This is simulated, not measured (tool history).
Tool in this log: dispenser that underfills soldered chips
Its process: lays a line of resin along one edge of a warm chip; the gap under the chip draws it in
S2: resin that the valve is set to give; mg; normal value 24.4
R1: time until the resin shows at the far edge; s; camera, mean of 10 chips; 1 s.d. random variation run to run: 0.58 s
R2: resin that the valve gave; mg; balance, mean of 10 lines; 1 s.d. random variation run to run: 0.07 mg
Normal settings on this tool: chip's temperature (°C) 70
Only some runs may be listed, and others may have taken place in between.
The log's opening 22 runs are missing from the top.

{"hour": 189.1, "done": "new syringe of resin"}
{"run": 23, "hour": 198.4, "chip's temperature (°C)": 61, "S2": 24.4, "R1": 132.1, "R2": 23.38}
{"hour": 199.9, "done": "new syringe of resin"}
{"hour": 205.3, "done": "dispensing valve cleaned and set on the balance"}
{"hour": 212.3, "done": "new syringe of resin"}
{"run": 24, "hour": 212.7, "chip's temperature (°C)": 62, "S2": 20.9, "R1": 76.1, "R2": 20.9}
{"hour": 223.2, "done": "new syringe of resin"}
{"run": 25, "hour": 224.7, "chip's temperature (°C)": 58, "S2": 23.5, "R1": 92.9, "R2": 23.36}
{"run": 26, "hour": 231.7, "chip's temperature (°C)": 58, "S2": 23.5, "R1": 146.9, "R2": 23.31}
{"hour": 234.2, "done": "new syringe of resin"}
{"run": 27, "hour": 237.2, "chip's temperature (°C)": 84, "S2": 23.6, "R1": 37.5, "R2": 23.43}
{"run": 28, "hour": 244.6, "chip's temperature (°C)": 81, "S2": 22.0, "R1": 66.2, "R2": 21.91}
{"hour": 245.8, "done": "new syringe of resin"}
{"hour": 256.9, "done": "new syringe of resin"}
{"run": 29, "hour": 256.9, "chip's temperature (°C)": 78, "S2": 27.9, "R1": 37.2, "R2": 27.58}
{"run": 30, "hour": 266.0, "chip's temperature (°C)": 69, "S2": 22.4, "R1": 95.8, "R2": 21.96}
{"hour": 268.3, "done": "new syringe of resin"}
{"run": 31, "hour": 277.4, "chip's temperature (°C)": 69, "S2": 24.1, "R1": 98.3, "R2": 23.75}
{"hour": 279.8, "done": "new syringe of resin"}
{"run": 32, "hour": 286.4, "chip's temperature (°C)": 65, "S2": 28.8, "R1": 98.2, "R2": 28.21}
{"hour": 291.0, "done": "new syringe of resin"}
{"run": 33, "hour": 294.5, "chip's temperature (°C)": 73, "S2": 24.4, "R1": 59.5, "R2": 23.88}
{"hour": 302.1, "done": "new syringe of resin"}
{"run": 34, "hour": 307.0, "chip's temperature (°C)": 68, "S2": 24.4, "R1": 76.6, "R2": 23.72}

Consider 5 possible next runs. They are alternatives, not a sequence: every one starts from the tool as it was left by run 34. What does each give?
{"hour": 313.3, "done": "new syringe of resin"}
{"run": "A", "hour": 315.3, "chip's temperature (°C)": 57, "S2": 24.1, "R1": "?", "R2": "?"}
{"hour": 313.3, "done": "new syringe of resin"}
{"run": "B", "hour": 315.3, "chip's temperature (°C)": 82, "S2": 31.1, "R1": "?", "R2": "?"}
{"hour": 313.3, "done": "new syringe of resin"}
{"run": "C", "hour": 315.3, "chip's temperature (°C)": 68, "S2": 29.0, "R1": "?", "R2": "?"}
{"hour": 313.3, "done": "new syringe of resin"}
{"run": "D", "hour": 315.3, "chip's temperature (°C)": 70, "S2": 23.9, "R1": "?", "R2": "?"}
{"hour": 313.3, "done": "new syringe of resin"}
{"run": "E", "hour": 315.3, "chip's temperature (°C)": 73, "S2": 22.3, "R1": "?", "R2": "?"}

run=A R1=101.2 R2=23.43
run=B R1=37.5 R2=30.35
run=C R1=62.5 R2=28.28
run=D R1=60.9 R2=23.27
run=E R1=54.2 R2=21.61
Without the tool's unlogged condition, the same runs would have read:
run=A R1=83.6 R2=24.09
run=B R1=31.4 R2=31.20
run=C R1=52.0 R2=29.07
run=D R1=50.7 R2=23.93
run=E R1=45.1 R2=22.22
